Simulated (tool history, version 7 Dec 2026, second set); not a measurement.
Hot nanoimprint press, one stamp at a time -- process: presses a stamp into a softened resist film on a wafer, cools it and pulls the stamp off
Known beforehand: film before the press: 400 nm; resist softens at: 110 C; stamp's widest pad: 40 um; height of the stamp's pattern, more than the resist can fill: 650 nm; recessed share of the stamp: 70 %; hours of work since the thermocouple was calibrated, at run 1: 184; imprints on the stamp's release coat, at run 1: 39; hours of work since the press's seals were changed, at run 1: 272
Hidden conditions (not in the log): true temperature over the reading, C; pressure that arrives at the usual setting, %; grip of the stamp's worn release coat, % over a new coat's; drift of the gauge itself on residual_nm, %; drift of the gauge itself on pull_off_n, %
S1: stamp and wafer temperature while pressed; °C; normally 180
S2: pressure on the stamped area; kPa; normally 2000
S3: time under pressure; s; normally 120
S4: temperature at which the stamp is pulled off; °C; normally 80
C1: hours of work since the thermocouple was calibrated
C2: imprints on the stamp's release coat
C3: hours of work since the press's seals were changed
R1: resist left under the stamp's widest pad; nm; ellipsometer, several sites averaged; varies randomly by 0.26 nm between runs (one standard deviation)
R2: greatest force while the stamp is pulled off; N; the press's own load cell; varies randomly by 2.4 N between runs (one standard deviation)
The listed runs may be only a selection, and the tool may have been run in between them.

Run 1, day 0.000: usual settings; C1 184; C2 39; C3 272. Result: R1 153.5 nm, R2 103 N.
Run 2, day 1.592: usual settings but S1 175 °C; C1 199; C2 123; C3 288. Result: R1 180.1 nm, R2 111 N.
Run 3, day 4.992: usual settings; C1 232; C2 303; C3 321. Result: R1 152.5 nm, R2 118 N.
Run 4, day 8.312: usual settings; C1 265; C2 478; C3 353. Result: R1 153.0 nm, R2 130 N.
Run 5, day 11.142: usual settings; C1 292; C2 628; C3 381. Result: R1 152.2 nm, R2 134 N.
Run 6, day 14.117: usual settings; C1 321; C2 786; C3 410. Result: R1 151.4 nm, R2 141 N.
At day 15.088: plate thermocouple calibrated.
Run 7, day 17.392: usual settings; C1 22; C2 952; C3 440. Result: R1 150.5 nm, R2 146 N.
At day 18.000: stamp cleaned and given a new release coat.
Run 8, day 20.646: usual settings; C1 52; C2 140; C3 470. Result: R1 149.7 nm, R2 109 N.
Run 9, day 22.767: usual settings but S1 181 °C; C1 72; C2 252; C3 490. Result: R1 144.6 nm, R2 119 N.
Run 10, day 24.579: usual settings but S1 181 °C; C1 90; C2 348; C3 508. Result: R1 144.7 nm, R2 122 N.
Run 11, day 26.079: usual settings but S3 179 s; C1 105; C2 428; C3 523. Result: R1 127.1 nm, R2 120 N.
Run 12, day 29.192: usual settings but S3 179 s; C1 135; C2 593; C3 553. Result: R1 126.7 nm, R2 127 N.
Run 13, day 32.183: usual settings but S1 186 °C, S3 179 s; C1 164; C2 751; C3 582. Result: R1 104.4 nm, R2 133 N.

What will run 14 give?
Run 14, day 33.946: usual settings but S2 1440 kPa, S3 232 s; C1 181; C2 844; C3 599. Result: R1 ?, R2 ?.

For run 14 the tool returned R1 133.5 nm, R2 143 N.
Take away the tool's hidden state, keep the run-to-run variation as it was, and the same run would have given R1 140.2 nm, R2 112 N.
